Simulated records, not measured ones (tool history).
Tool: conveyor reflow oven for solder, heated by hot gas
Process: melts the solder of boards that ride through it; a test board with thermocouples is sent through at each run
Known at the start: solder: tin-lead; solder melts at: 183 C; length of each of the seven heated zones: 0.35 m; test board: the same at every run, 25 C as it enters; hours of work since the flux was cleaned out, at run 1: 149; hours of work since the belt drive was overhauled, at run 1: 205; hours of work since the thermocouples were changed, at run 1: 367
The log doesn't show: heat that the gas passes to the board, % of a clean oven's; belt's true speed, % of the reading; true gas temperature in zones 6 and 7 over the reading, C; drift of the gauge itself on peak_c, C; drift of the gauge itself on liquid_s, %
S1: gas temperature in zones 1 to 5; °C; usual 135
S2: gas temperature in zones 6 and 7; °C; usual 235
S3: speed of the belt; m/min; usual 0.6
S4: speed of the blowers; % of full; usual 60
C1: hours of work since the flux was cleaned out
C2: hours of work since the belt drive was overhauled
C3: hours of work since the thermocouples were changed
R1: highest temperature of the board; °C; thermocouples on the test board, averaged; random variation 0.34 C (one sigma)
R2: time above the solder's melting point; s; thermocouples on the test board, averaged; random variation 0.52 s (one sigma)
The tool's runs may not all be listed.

run	hour	S1	S2	S3	S4	C1	C2	C3	R1	R2
1	0	135	235	0.6	60	149	205	367	215.6	49.1
2	9.2	135	235	0.6	60	154	210	372	215.8	49
3	14	135	235	0.6	60	157	213	374	215.1	50.5
4	23.1	135	235	0.6	75	161	217	379	219.9	53.9
# hour 33.8: flux residue cleaned out of gas plates and filters
5	37.5	135	235	0.6	75	2	222	384	221.5	54.2
6	44.4	135	235	0.6	75	6	226	388	221.4	54.6
7	55.5	135	235	0.6	60	11	232	393	217	51.4
8	65.8	135	235	0.532	60	17	237	399	220.9	62.2
9	76.6	135	235	0.532	60	23	243	405	221.4	61.1
10	82	135	235	0.6	60	25	246	407	216.3	50.3
11	88	135	227	0.6	60	29	249	411	209.8	44.4
12	98.9	135	235	0.6	60	34	255	416	216.8	50.3
13	110.4	135	235	0.6	60	40	261	422	216.7	49.9
14	119.7	135	235	0.6	60	45	266	427	216.8	51.1
15	126.4	135	235	0.499	60	49	269	431	222	66.7
16	131.6	135	249	0.499	66	52	272	434	236.4	76.3
17	142.9	135	249	0.499	66	57	278	440	237.3	76.2
18	149.6	135	227	0.492	60	61	281	443	216.2	63.5
19	160.1	147	249	0.492	51	67	287	449	234.2	80.4
20	170.5	147	230	0.616	53	72	292	454	211.4	49.5
# hour 175.1: belt drive overhauled, speed set with a stopwatch
21	179.7	147	247	0.559	53	75	2	457	229.8	68.3
22	187.5	147	247	0.559	53	79	7	461	229.5	67.9
23	196.8	147	247	0.544	69	84	11	466	235.3	72.3
24	201.5	135	235	0.591	53	86	14	468	214.9	50.1
25	206.8	132	225	0.6	60	89	17	471	207.5	42
26	214	132	225	0.6	60	93	21	475	207.1	42.2
27	221.3	127	235	0.677	60	97	24	479	210.3	36.6
# hour 226.8: belt drive overhauled, speed set with a stopwatch, once more
28	232.6	125	241	0.511	55	101	3	483	223.1	60.7
29	238.7	141	241	0.511	51	104	6	486	224.9	68.8

Hidden state at the last listed run before each entry between runs and at the first one after, where it differs:
Between runs 4 and 5: flux residue cleaned out of gas plates and filters (hour 33.8)
  heat that the gas passes to the board, % of a clean oven's: 94.4 -> 99.8; belt's true speed, % of the reading: 99.35 -> 99.34; true gas temperature in zones 6 and 7 over the reading, C: 1.48 -> 1.49
  measured less the result without the state, R1: +0 -> +1.5 °C; R2: +0.1 -> +1.3 s
Between runs 20 and 21: belt drive overhauled, speed set with a stopwatch (hour 175.1)
  heat that the gas passes to the board, % of a clean oven's: 97.6 -> 97.5; belt's true speed, % of the reading: 99.16 -> 98.58; true gas temperature in zones 6 and 7 over the reading, C: 1.64 -> 1.65
  measured less the result without the state, R1: +1.1 -> +1.4 °C; R2: +1.3 -> +1.7 s
Between runs 27 and 28: belt drive overhauled, speed set with a stopwatch, once more (hour 226.8)
  heat that the gas passes to the board, % of a clean oven's: 96.8 -> 96.7; belt's true speed, % of the reading: 98.52 -> 100.05
  measured less the result without the state, R1: +1 -> +0.7 °C; R2: +1.3 -> +0.3 s
